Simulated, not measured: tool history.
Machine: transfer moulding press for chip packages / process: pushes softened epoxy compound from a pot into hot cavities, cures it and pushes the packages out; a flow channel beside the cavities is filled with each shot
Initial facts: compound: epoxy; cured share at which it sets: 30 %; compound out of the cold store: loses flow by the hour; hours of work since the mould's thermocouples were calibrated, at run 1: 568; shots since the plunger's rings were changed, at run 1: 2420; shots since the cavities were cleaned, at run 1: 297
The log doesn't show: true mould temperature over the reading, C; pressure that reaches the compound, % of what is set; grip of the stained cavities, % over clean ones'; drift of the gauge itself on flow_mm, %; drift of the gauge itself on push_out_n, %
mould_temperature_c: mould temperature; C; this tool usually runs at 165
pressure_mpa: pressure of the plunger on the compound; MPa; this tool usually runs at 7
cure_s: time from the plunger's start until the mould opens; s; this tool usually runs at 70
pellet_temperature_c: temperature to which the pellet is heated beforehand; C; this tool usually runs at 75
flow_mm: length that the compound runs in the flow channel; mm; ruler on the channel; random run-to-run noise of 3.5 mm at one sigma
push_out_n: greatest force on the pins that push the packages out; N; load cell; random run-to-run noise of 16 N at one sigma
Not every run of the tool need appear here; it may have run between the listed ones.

run    hour  mould_temperature_c  pressure_mpa  cure_s  pellet_temperature_c  hours of work since the mould's thermocouples were calibrated  shots since the plunger's rings were changed  shots since the cavities were cleaned  incoming compound's hours out of the cold store  flow_mm  push_out_n
  1       0                  165             7      70                    75                                                            568                                          2420                                    297                                             38.9      939         730
       17.9  -- plunger's sealing rings changed
       35.7  -- cavities cleaned with cleaning compound and waxed
  2    67.3                  165             7      70                    75                                                            615                                           864                                    571                                             15.9     1029         785
       86.3  -- cavities cleaned with cleaning compound and waxed
  3   103.6                  165             7      70                    75                                                            640                                          1492                                    312                                             44.6      911         712
      135.4  -- cavities cleaned with cleaning compound and waxed
      174.3  -- plunger's sealing rings changed
  4   174.3                  165             7      70                    75                                                            690                                             0                                    656                                             33.9      955         753
      187.6  -- cavities cleaned with cleaning compound and waxed
  5     216                  165             7      70                    74                                                            719                                           725                                    512                                             26.4      975         773
        239  -- cavities cleaned with cleaning compound and waxed
  6   250.1                  165             7      70                    74                                                            743                                          1313                                    200                                             36.4      942         741
      289.2  -- cavities cleaned with cleaning compound and waxed
  7     321                  165          6.63      70                    75                                                            795                                          2565                                    574                                             23.9      963         760
      335.5  -- plunger's sealing rings changed
      342.7  -- cavities cleaned with cleaning compound and waxed
  8   372.3                  165          8.24      70                    75                                                            829                                           636                                    533                                             39.9     1017         738
      394.2  -- cavities cleaned with cleaning compound and waxed
  9   411.1                  165             7      70                    75                                                            857                                          1309                                    305                                             39.9      931         719
        432  -- mould's thermocouples calibrated
      446.7  -- cavities cleaned with cleaning compound and waxed
 10   448.5                  165             7      70                    75                                                             11                                          1920                                     32                                             10.1     1041         800
      495.9  -- plunger's sealing rings changed
      500.7  -- cavities cleaned with cleaning compound and waxed
 11   520.2                  165             7      70                    75                                                             61                                           411                                    352                                             37.6      945         746
      549.6  -- cavities cleaned with cleaning compound and waxed
 12   565.8                  165             7      77                    75                                                             94                                          1206                                    292                                             29.2      971         588
      599.6  -- cavities cleaned with cleaning compound and waxed
 13   631.3                  165             7      77                    75                                                            141                                          2360                                    571                                             47.3      903         567
      649.4  -- cavities cleaned with cleaning compound and waxed
      657.5  -- plunger's sealing rings changed
 14   669.2                  165          7.77      63                    75                                                            166                                           210                                    312                                             34.6     1004         965
      701.4  -- cavities cleaned with cleaning compound and waxed
 15   725.7                  165          7.77      63                    75                                                            207                                          1202                                    437                                             20.5     1065        1035
        752  -- cavities cleaned with cleaning compound and waxed
 16   783.7                  165          7.77      63                    75                                                            248                                          2221                                    571                                             25.8     1040        1000
      800.9  -- cavities cleaned with cleaning compound and waxed
      816.8  -- plunger's sealing rings changed
 17   843.8                  165          7.77      63                    75                                                            290                                           487                                    728                                             46.4      952         946
      852.7  -- cavities cleaned with cleaning compound and waxed
      903.2  -- cavities cleaned with cleaning compound and waxed
 18   903.2                  158          6.41      70                    75                                                            331                                          1505                                      0                                             26.3      962        1215
 19     948                  165             7      70                    68                                                            364                                          2311                                    806                                             21.3      997         799
      955.6  -- cavities cleaned with cleaning compound and waxed
      975.5  -- plunger's sealing rings changed
     1011.7  -- cavities cleaned with cleaning compound and waxed
 20  1013.6                  165             7      70                    68                                                            409                                           659                                     33                                             26.4      988         774
     1062.2  -- cavities cleaned with cleaning compound and waxed
 21  1065.2                  165             7      70                    68                                                            446                                          1562                                     52                                             46.6      912         724
     1116.4  -- cavities cleaned with cleaning compound and waxed
 22  1117.3                  170          5.56      51                    66                                                            483                                          2475                                     15                                              8.9      924        1409
     1133.2  -- plunger's sealing rings changed
 23  1164.4                  170          7.84      51                    66                                                            516                                           562                                    819                                             36.2      988        1301
       1172  -- cavities cleaned with cleaning compound and waxed
 24    1194                  170          7.72      99                    73                                                            537                                          1070                                    397                                               30     1000         355
     1224.3  -- cavities cleaned with cleaning compound and waxed
 25    1236                  170          7.72      99                    73                                                            567                                          1800                                    211                                             28.3     1008         357
     1277.6  -- cavities cleaned with cleaning compound and waxed
     1289.4  -- plunger's sealing rings changed
 26  1307.6                  170          7.72      99                    73                                                            617                                           327                                    496                                             16.9     1050         368

4 options for the next run, each taken on its own from the tool as it stands now. Forecast them:
     1333.7  -- cavities cleaned with cleaning compound and waxed
  A  1349.4                  165             7      61                    75                                                            647                                          1054                                    283                                             37.9        ?           ?
     1333.7  -- cavities cleaned with cleaning compound and waxed
  B  1349.4                  170          7.54     100                    71                                                            647                                          1054                                    283                                             37.7        ?           ?
     1333.7  -- cavities cleaned with cleaning compound and waxed
  C  1349.4                  159          7.72      99                    68                                                            647                                          1054                                    283                                             39.3        ?           ?
     1333.7  -- cavities cleaned with cleaning compound and waxed
  D  1349.4                  161             7      70                    74                                                            647                                          1054                                    283                                             39.8        ?           ?

run  flow_mm  push_out_n
  A      940        1079
  B      962         344
  C     1003         503
  D      947         985
Without the tool's hidden state the same runs would have given:
run  flow_mm  push_out_n
  A      940        1074
  B      962         343
  C     1003         500
  D      948         980

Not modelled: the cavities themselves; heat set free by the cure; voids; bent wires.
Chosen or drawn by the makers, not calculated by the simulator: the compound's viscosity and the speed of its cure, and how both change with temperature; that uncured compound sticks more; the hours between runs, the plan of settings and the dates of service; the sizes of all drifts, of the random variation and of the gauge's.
